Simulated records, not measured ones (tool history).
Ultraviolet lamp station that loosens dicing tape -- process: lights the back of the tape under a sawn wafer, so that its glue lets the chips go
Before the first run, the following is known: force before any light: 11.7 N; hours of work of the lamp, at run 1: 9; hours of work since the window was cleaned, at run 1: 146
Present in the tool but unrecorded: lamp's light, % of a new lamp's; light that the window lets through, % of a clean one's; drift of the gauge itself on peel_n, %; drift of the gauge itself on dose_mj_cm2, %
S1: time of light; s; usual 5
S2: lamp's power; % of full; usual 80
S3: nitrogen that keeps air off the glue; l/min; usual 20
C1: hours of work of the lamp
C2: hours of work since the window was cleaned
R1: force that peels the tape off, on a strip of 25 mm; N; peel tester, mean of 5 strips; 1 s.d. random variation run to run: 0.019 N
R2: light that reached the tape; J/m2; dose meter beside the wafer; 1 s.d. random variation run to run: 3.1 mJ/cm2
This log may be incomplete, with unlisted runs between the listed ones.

run,hour,S1,S2,S3,C1,C2,R1,R2
1,0.0,5,80,20,9,146,0.994,4640
2,5.4,5,80,20,11,149,1.026,4650
3,9.6,10,80,20,13,150,0.250,9220
4,15.1,5,80,31,15,152,0.788,4620
5,23.0,5,80,31,18,156,0.819,4580
6,31.6,5,91,31,22,159,0.610,5190
7,39.7,3,95,8,25,162,2.910,3330
8,47.1,5,81,20,28,165,1.018,4620
9,53.7,2,96,19,31,168,3.518,2190
10,62.2,3,93,20,34,172,2.117,3190
11,69.1,5,73,10,37,174,1.846,4140

Pick out some run-to-run changes in R1. Of each, how much would a tool without hidden state show as well, from the settings, what came in and chance, and how much is left for the hidden state and any gauge scatter not in both results compared?
Run 6 -> 7: S1 5 -> 3, S2 91 -> 95, S3 31 -> 8. R1 +2.300 N: hidden state +0.144, all else +2.156.
Run 8 -> 9: S1 5 -> 2, S2 81 -> 96, S3 20 -> 19. R1 +2.500 N: hidden state +0.123, all else +2.377.
